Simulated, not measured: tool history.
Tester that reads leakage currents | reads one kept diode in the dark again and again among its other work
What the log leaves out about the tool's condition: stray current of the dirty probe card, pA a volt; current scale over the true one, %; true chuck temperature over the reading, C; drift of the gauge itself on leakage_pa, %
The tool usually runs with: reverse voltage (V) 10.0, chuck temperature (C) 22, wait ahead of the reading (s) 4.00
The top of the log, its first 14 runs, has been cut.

| run | hour | reverse voltage (V) | chuck temperature (C) | wait ahead of the reading (s) | hours of work since the probe card was cleaned | hours of work since the tester was calibrated | hours of work since the chuck was calibrated | current that the tester gives (pA) |
|---|---|---|---|---|---|---|---|---|
| 15 | 2109.4 | 10.0 | 41 | 4.00 | 1265 | 1465 | 894 | 782.96 |
| 16 | 2261.5 | 10.0 | 41 | 4.00 | 1364 | 1564 | 994 | 783.47 |
|  | 2333.1 | chuck's temperature calibrated |
| 17 | 2438.5 | 10.0 | 41 | 4.00 | 1479 | 1679 | 69 | 785.51 |
| 18 | 2558.6 | 10.0 | 22 | 7.74 | 1558 | 1758 | 148 | 146.31 |
| 19 | 2692.0 | 10.0 | 22 | 7.74 | 1645 | 1845 | 235 | 145.54 |
| 20 | 2822.0 | 10.0 | 22 | 7.74 | 1730 | 1930 | 320 | 146.21 |
| 21 | 2915.2 | 4.8 | 21 | 4.49 | 1791 | 1991 | 381 | 94.08 |
| 22 | 3070.7 | 4.8 | 21 | 4.49 | 1893 | 2093 | 483 | 94.36 |
| 23 | 3218.9 | 10.0 | 22 | 5.71 | 1990 | 2190 | 580 | 145.19 |
| 24 | 3302.4 | 1.7 | 31 | 2.30 | 2045 | 2245 | 635 | 147.14 |
| 25 | 3425.9 | 4.0 | 32 | 4.90 | 2126 | 2326 | 716 | 238.95 |
| 26 | 3582.1 | 2.4 | 29 | 4.00 | 2228 | 2428 | 818 | 144.35 |
|  | 3601.1 | tester calibrated |
| 27 | 3751.1 | 2.4 | 29 | 4.00 | 2338 | 98 | 928 | 144.73 |
| 28 | 3853.6 | 2.4 | 29 | 4.00 | 2405 | 165 | 995 | 144.56 |
|  | 3925.9 | chuck's temperature calibrated |
| 29 | 4038.8 | 2.4 | 29 | 1.51 | 2525 | 285 | 74 | 144.73 |
|  | 4141.6 | probe card cleaned and baked |
| 30 | 4200.7 | 2.3 | 22 | 1.00 | 39 | 390 | 178 | 74.98 |
| 31 | 4350.7 | 2.3 | 48 | 4.84 | 137 | 488 | 276 | 715.95 |
| 32 | 4439.4 | 2.3 | 48 | 4.84 | 195 | 546 | 335 | 709.28 |
| 33 | 4573.1 | 3.4 | 33 | 4.00 | 283 | 634 | 422 | 242.91 |
| 34 | 4661.4 | 3.0 | 23 | 0.96 | 341 | 692 | 480 | 92.85 |
| 35 | 4839.0 | 3.0 | 23 | 0.96 | 457 | 808 | 596 | 92.51 |
| 36 | 5018.7 | 3.0 | 23 | 0.96 | 575 | 926 | 714 | 92.62 |
| 37 | 5108.0 | 1.1 | 23 | 0.32 | 633 | 984 | 773 | 58.99 |
| 38 | 5237.4 | 18.3 | 22 | 1.29 | 718 | 1069 | 857 | 194.64 |
| 39 | 5339.2 | 10.0 | 22 | 3.45 | 785 | 1136 | 924 | 145.36 |

3 ways to go on from here, each from the tool as it stands after run 39. What would each give?
|  | 5518.5 | chuck's temperature calibrated |
| A | 5518.5 | 19.2 | 24 | 3.45 | 901 | 1252 | 0 | ? |
|  | 5518.5 | chuck's temperature calibrated |
| B | 5518.5 | 10.0 | 21 | 4.93 | 901 | 1252 | 0 | ? |
|  | 5518.5 | chuck's temperature calibrated |
| C | 5518.5 | 12.9 | 22 | 3.45 | 901 | 1252 | 0 | ? |

| run | current that the tester gives (pA) |
|---|---|
| A | 238.91 |
| B | 131.79 |
| C | 163.32 |
Stripped of hidden state, with their random variation kept, the same runs would have yielded:
| run | current that the tester gives (pA) |
|---|---|
| A | 238.78 |
| B | 131.73 |
| C | 163.23 |
